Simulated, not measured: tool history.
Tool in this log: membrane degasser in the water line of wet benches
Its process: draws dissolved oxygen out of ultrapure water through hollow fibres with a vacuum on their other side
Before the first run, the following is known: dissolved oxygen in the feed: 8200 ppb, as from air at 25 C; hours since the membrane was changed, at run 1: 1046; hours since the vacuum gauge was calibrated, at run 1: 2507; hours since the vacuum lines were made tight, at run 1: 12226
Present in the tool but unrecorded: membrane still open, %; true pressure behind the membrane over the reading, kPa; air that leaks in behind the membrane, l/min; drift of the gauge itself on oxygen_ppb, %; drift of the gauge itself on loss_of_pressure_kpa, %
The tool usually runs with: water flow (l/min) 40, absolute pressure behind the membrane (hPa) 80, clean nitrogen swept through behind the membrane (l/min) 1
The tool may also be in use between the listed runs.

| run | hour | water flow (l/min) | absolute pressure behind the membrane (hPa) | clean nitrogen swept through behind the membrane (l/min) | hours since the membrane was changed | hours since the vacuum gauge was calibrated | hours since the vacuum lines were made tight | dissolved oxygen in the water behind the degasser (ppb) | pressure that the water loses in the fibres (hPa) |
|---|---|---|---|---|---|---|---|---|---|
| 1 | 0 | 40 | 80 | 1 | 1046 | 2507 | 12226 | 374.9 | 389.9 |
| 2 | 30.9 | 40 | 80 | 1 | 1077 | 2538 | 12257 | 374.8 | 390.3 |
| 3 | 70.3 | 40 | 80 | 1 | 1116 | 2577 | 12297 | 374.1 | 391.3 |
| 4 | 89.7 | 40 | 80 | 0.54 | 1135 | 2596 | 12316 | 580.8 | 391.5 |
| 5 | 120.4 | 40 | 80 | 0.54 | 1166 | 2627 | 12347 | 581.6 | 391.6 |
| 6 | 166.2 | 50 | 195.1 | 1 | 1212 | 2673 | 12393 | 1357 | 488.8 |
| 7 | 186.2 | 62 | 195.1 | 1.16 | 1232 | 2693 | 12413 | 1419.1 | 607.7 |
| 8 | 207.4 | 27 | 195.1 | 1.48 | 1253 | 2714 | 12434 | 623.9 | 265.9 |
| 9 | 229.6 | 50 | 80 | 0.6 | 1275 | 2736 | 12456 | 628.8 | 491 |
| 10 | 270.5 | 32 | 143 | 2.01 | 1316 | 2777 | 12497 | 387.3 | 312.4 |

Each row is a separate what-if for the run after 10, all from the same tool condition, not one after another. Results?
| A | 293.8 | 32 | 167.5 | 1.81 | 1339 | 2801 | 12520 | ? | ? |
| B | 293.8 | 25 | 117.6 | 1.9 | 1339 | 2801 | 12520 | ? | ? |
| C | 293.8 | 40 | 71.6 | 1.21 | 1339 | 2801 | 12520 | ? | ? |
| D | 293.8 | 40 | 177.5 | 2.14 | 1339 | 2801 | 12520 | ? | ? |
| E | 293.8 | 42 | 162.5 | 0.76 | 1339 | 2801 | 12520 | ? | ? |

| run | dissolved oxygen in the water behind the degasser (ppb) | pressure that the water loses in the fibres (hPa) |
|---|---|---|
| A | 510.2 | 313.5 |
| B | 254.2 | 244.6 |
| C | 268 | 390.7 |
| D | 573.9 | 391.6 |
| E | 1191.6 | 412.8 |
Without the tool's unlogged condition, the same runs would have read:
| run | dissolved oxygen in the water behind the degasser (ppb) | pressure that the water loses in the fibres (hPa) |
|---|---|---|
| A | 512.2 | 313.5 |
| B | 255.2 | 244.6 |
| C | 269 | 390.7 |
| D | 576.2 | 391.5 |
| E | 1196.5 | 412.8 |
